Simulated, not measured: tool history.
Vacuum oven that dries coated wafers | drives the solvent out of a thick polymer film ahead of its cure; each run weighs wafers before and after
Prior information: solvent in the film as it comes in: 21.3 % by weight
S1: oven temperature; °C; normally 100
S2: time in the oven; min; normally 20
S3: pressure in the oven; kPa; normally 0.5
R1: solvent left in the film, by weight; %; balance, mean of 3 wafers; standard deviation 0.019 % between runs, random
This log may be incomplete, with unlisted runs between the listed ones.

run   hour   S1  S2     S3    R1
  1      0  100  20    0.5  1.35
  2   17.7  107  20    0.5  0.66
      25.1  -- oven's thermocouples calibrated
  3   28.8   99  20    0.5   1.7
  4   39.3   99  20    0.5  1.73
  5     57  100  20  0.581  1.63
  6   65.1  100  20  0.581  1.58
  7   83.6  100  20  0.581  1.63
  8   92.9  100  20  0.581  1.62
  9  101.2  100  20  0.953  1.93
 10    110  100  20  0.953  1.91
 11  121.2  100  20  0.953  1.92
 12  141.2  100  22    0.5  1.28
 13  152.2  100  22  1.023  1.73
 14  172.1  103  11    0.5  3.38
 15  189.5   91  35  1.772  2.85
 16  208.4   95  11  1.772  6.63
 17  222.4   95  11  1.772  6.65
 18  240.6  107  20   0.37  0.67
 19  253.2  107  20   0.37  0.67
 20  270.8  107  20   0.37  0.65
 21    287   99  12    0.5  3.97
 22  305.2  100  26   0.49  0.98
 23  315.7  100  26   0.49     1
 24  333.7  108  15  0.395  1.14

Branching from run 24: 5 alternative next runs. What would each branch give?
  A  352.1  100  20    0.5   ?
  B  352.1  105  31  0.253   ?
  C  352.1  108  16   1.17   ?
  D  352.1  108  24  0.395   ?
  E  352.1  109  15  0.667   ?

run    R1
  A  1.57
  B  0.31
  C  1.46
  D  0.48
  E  1.15
Without the tool's hidden state the same runs would have given:
run    R1
  A  1.54
  B  0.24
  C  1.44
  D  0.43
  E  1.13

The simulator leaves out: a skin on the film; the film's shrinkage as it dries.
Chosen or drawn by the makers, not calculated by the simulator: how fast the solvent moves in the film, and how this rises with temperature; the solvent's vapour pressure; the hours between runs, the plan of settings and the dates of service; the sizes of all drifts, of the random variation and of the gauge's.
